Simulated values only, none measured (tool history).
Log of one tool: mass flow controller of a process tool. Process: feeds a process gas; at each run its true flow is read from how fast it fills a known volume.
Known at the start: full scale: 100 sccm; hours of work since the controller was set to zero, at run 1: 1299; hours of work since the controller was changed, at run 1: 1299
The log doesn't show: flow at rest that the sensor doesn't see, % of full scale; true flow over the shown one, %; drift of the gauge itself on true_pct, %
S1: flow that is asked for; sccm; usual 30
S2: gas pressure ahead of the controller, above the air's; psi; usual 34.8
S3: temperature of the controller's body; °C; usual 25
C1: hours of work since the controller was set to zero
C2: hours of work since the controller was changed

run 1 day=0 | S1=30 S2=34.8 S3=25 | C1=1299 C2=1299 | true_flow_(%)=97.47
run 2 day=11.662 | S1=30 S2=34.8 S3=25 | C1=1451 C2=1451 | true_flow_(%)=97.42
run 3 day=20.621 | S1=30 S2=34.8 S3=25 | C1=1568 C2=1568 | true_flow_(%)=97.52
run 4 day=33.842 | S1=30 S2=34.8 S3=25 | C1=1741 C2=1741 | true_flow_(%)=97.42
run 5 day=46.071 | S1=30 S2=34.8 S3=37 | C1=1901 C2=1901 | true_flow_(%)=97.15
run 6 day=60.796 | S1=30 S2=34.8 S3=37 | C1=2093 C2=2093 | true_flow_(%)=96.93
run 7 day=70.525 | S1=29 S2=34.8 S3=25 | C1=2220 C2=2220 | true_flow_(%)=97.1
run 8 day=79.154 | S1=30 S2=34.8 S3=25 | C1=2333 C2=2333 | true_flow_(%)=97.06
run 9 day=87.754 | S1=68 S2=34.8 S3=25 | C1=2445 C2=2445 | true_flow_(%)=98.56
run 10 day=99.104 | S1=30 S2=34.8 S3=25 | C1=2593 C2=2593 | true_flow_(%)=97.1
run 11 day=117.292 | S1=30 S2=34.8 S3=25 | C1=2831 C2=2831 | true_flow_(%)=97.04
run 12 day=137.075 | S1=30 S2=34.8 S3=25 | C1=3089 C2=3089 | true_flow_(%)=96.85
run 13 day=157.912 | S1=30 S2=34.8 S3=31 | C1=3362 C2=3362 | true_flow_(%)=96.65
run 14 day=170.521 | S1=30 S2=26.4 S3=25 | C1=3526 C2=3526 | true_flow_(%)=96.29
run 15 day=182.967 | S1=30 S2=34.8 S3=27 | C1=3689 C2=3689 | true_flow_(%)=96.56
run 16 day=199.271 | S1=30 S2=34.8 S3=27 | C1=3902 C2=3902 | true_flow_(%)=96.52
run 17 day=217.888 | S1=15 S2=34.8 S3=25 | C1=4145 C2=4145 | true_flow_(%)=95.43
run 18 day=229.162 | S1=63 S2=34.8 S3=25 | C1=4292 C2=4292 | true_flow_(%)=97.58
run 19 day=240.421 | S1=24 S2=34.8 S3=25 | C1=4439 C2=4439 | true_flow_(%)=95.86
run 20 day=259.388 | S1=24 S2=34.8 S3=25 | C1=4687 C2=4687 | true_flow_(%)=95.84
run 21 day=279.179 | S1=24 S2=34.8 S3=25 | C1=4946 C2=4946 | true_flow_(%)=95.74
run 22 day=294.458 | S1=14 S2=34.8 S3=22 | C1=5145 C2=5145 | true_flow_(%)=94.75
run 23 day=303.196 | S1=14 S2=34.8 S3=22 | C1=5259 C2=5259 | true_flow_(%)=94.72
run 24 day=317.638 | S1=10 S2=26.3 S3=39 | C1=5448 C2=5448 | true_flow_(%)=92.91
run 25 day=326.25 | S1=11 S2=37.9 S3=22 | C1=5561 C2=5561 | true_flow_(%)=94.08
run 26 day=342.838 | S1=30 S2=39.9 S3=25 | C1=5777 C2=5777 | true_flow_(%)=96.09
run 27 day=353.792 | S1=30 S2=39.9 S3=25 | C1=5920 C2=5920 | true_flow_(%)=96.03
-- day=362.988 controller exchanged for a calibrated one
run 28 day=363.238 | S1=30 S2=25.1 S3=25 | C1=3 C2=3 | true_flow_(%)=97.39
run 29 day=374.738 | S1=20 S2=32.3 S3=32 | C1=153 C2=153 | true_flow_(%)=97.03
run 30 day=393.746 | S1=29 S2=39.7 S3=27 | C1=402 C2=402 | true_flow_(%)=97.74

Measured less the same run without the tool's hidden state. The same run-to-run variation is in both; the gauge's scatter may not be:
run=1 true_flow_(%)=-0.41
run=2 true_flow_(%)=-0.47
run=3 true_flow_(%)=-0.52
run=4 true_flow_(%)=-0.59
run=5 true_flow_(%)=-0.65
run=6 true_flow_(%)=-0.73
run=7 true_flow_(%)=-0.79
run=8 true_flow_(%)=-0.82
run=9 true_flow_(%)=-0.67
run=10 true_flow_(%)=-0.92
run=11 true_flow_(%)=-1.02
run=12 true_flow_(%)=-1.12
run=13 true_flow_(%)=-1.23
run=14 true_flow_(%)=-1.3
run=15 true_flow_(%)=-1.36
run=16 true_flow_(%)=-1.44
run=17 true_flow_(%)=-2.15
run=18 true_flow_(%)=-1.27
run=19 true_flow_(%)=-1.82
run=20 true_flow_(%)=-1.92
run=21 true_flow_(%)=-2.03
run=22 true_flow_(%)=-2.79
run=23 true_flow_(%)=-2.86
run=24 true_flow_(%)=-3.65
run=25 true_flow_(%)=-3.5
run=26 true_flow_(%)=-2.18
run=27 true_flow_(%)=-2.25
run=28 true_flow_(%)=-0.23
run=29 true_flow_(%)=-0.34
run=30 true_flow_(%)=-0.39
